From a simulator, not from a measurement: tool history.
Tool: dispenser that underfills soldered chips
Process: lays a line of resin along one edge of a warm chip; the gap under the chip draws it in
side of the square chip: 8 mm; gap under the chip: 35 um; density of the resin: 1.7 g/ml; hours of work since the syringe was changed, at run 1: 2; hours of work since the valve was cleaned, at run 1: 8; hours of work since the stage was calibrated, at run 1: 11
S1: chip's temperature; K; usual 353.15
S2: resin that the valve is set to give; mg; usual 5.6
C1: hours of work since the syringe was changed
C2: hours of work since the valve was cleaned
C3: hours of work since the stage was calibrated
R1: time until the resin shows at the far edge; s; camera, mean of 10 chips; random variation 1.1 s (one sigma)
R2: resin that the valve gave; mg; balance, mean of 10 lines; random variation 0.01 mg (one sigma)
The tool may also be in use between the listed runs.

run  hour      S1    S2  C1  C2  C3     R1    R2
  1     0  353.15   5.6   2   8  11  107.6  5.58
  2   4.2  342.15   5.6   5  11  14  179.6   5.6
      6.5  -- new syringe of resin
  3   8.2  353.15   5.6   1  14  17  105.8  5.57
  4  11.8  353.15   5.6   4  16  20  124.1  5.55
  5  14.6  353.15   5.6   6  18  22    138  5.57
     15.3  -- new syringe of resin
  6  18.2  353.15  6.88   2  21  24  107.8  6.83
  7  20.9  353.15  6.88   4  23  26  119.8  6.84
     24.2  -- new syringe of resin
  8  25.9  353.15  5.61   1  26  29  104.8  5.57
  9  28.4  353.15  6.36   3  28  31  114.1   6.3
 10  31.8  353.15   5.6   6  31  34  133.5  5.55
       33  -- new syringe of resin
 11  34.6  353.15   5.6   1  32  36  107.9  5.53
 12  37.4  353.15   5.6   3  34  38  119.6  5.53
 13  39.9  353.15  6.94   5  36  40  129.7  6.85
       42  -- new syringe of resin
 14  44.6  353.15  6.94   2  39  43  107.7  6.85
 15  48.4  353.15  6.94   5  42  46  125.1  6.84
     50.9  -- new syringe of resin
 16  52.5  356.15  6.82   1  45  48     94  6.71
     54.4  -- dispensing valve cleaned and set on the balance
 17  55.7  356.15  6.82   3   1  50  102.6   6.8
 18  58.4  346.15  5.69   5   3  52  158.6  5.67
     60.8  -- new syringe of resin
 19  62.1  362.15   5.2   1   5  54   82.4  5.18
 20  64.2  362.15   5.4   3   7  56   89.3  5.39
 21  67.1  362.15   5.4   5   9  58   99.7  5.38
     69.7  -- new syringe of resin
 22  70.1  362.15  6.89   0  11  60   78.3  6.84
 23  74.3  354.15  6.08   3  14  63  114.5  6.04
     78.5  -- new syringe of resin
 24  79.1  355.15  6.08   0  17  67   93.6  6.03
 25  83.7  359.15  6.24   4  21  70   99.1  6.18
     87.2  -- new syringe of resin
 26  87.4  352.15  5.49   0  23  72  102.6  5.44
 27  89.7  352.15  5.49   2  25  74  110.5  5.41
 28  92.7  352.15  5.49   4  27  76  124.3  5.42
 29  94.9  341.15  4.98   6  29  78    192  4.91
     96.1  -- new syringe of resin
 30  97.5  363.15  7.18   1  31  80   76.1  7.08

3 ways to go on from here, each from the tool as it stands after run 30. What would each give?
  A   100  344.15   5.6   3  32  81   ?   ?
  B   100  348.15  5.45   3  32  81   ?   ?
  C   100  355.15  7.27   3  32  81   ?   ?

run     R1    R2
  A  147.8  5.54
  B  133.3  5.37
  C  106.8  7.14
Without the tool's hidden state the same runs would have given:
run     R1    R2
  A  131.2  5.62
  B  118.4  5.45
  C     95  7.25
